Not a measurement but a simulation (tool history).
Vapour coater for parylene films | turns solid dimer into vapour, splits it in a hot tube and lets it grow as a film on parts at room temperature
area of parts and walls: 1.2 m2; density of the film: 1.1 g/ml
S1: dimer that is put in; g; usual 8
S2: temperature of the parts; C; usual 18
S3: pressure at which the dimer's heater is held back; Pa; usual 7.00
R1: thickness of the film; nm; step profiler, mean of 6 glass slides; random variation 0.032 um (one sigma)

run   hour  S1  S2     S3    R1
  1    0.0   8  18   7.00  4520
  2   15.0   8  18   7.00  4500
  3   34.2  14  18   7.00  7890
  4   46.1  14  18   7.00  7700
  5   56.9   6  18   7.00  3330
  6   66.7   6  18   7.00  3350
  7   80.9   8  18  11.83  4170
  8   98.1   8  18   7.00  4370
  9  112.0   8  18   7.36  4330
 10  127.9   8  18   3.99  4580
 11  137.2   8  18   3.99  4550
 12  152.9   8  18   3.99  4600
 13  168.3   8  18   3.99  4570
 14  184.9   7  10   3.37  4790
 15  202.5   7  10   3.37  4770
 16  215.1   8  10   3.72  5530
 17  225.9  11  18   7.00  5790
 18  236.3  11  18   7.00  5850
 19  251.7   4  24   5.68  1860

Forecast run 20:
 20  260.6   8  18  7.55   ?

Run 20 gave R1 4190 nm.
Without the tool's hidden state the same run would have given R1 4680 nm.
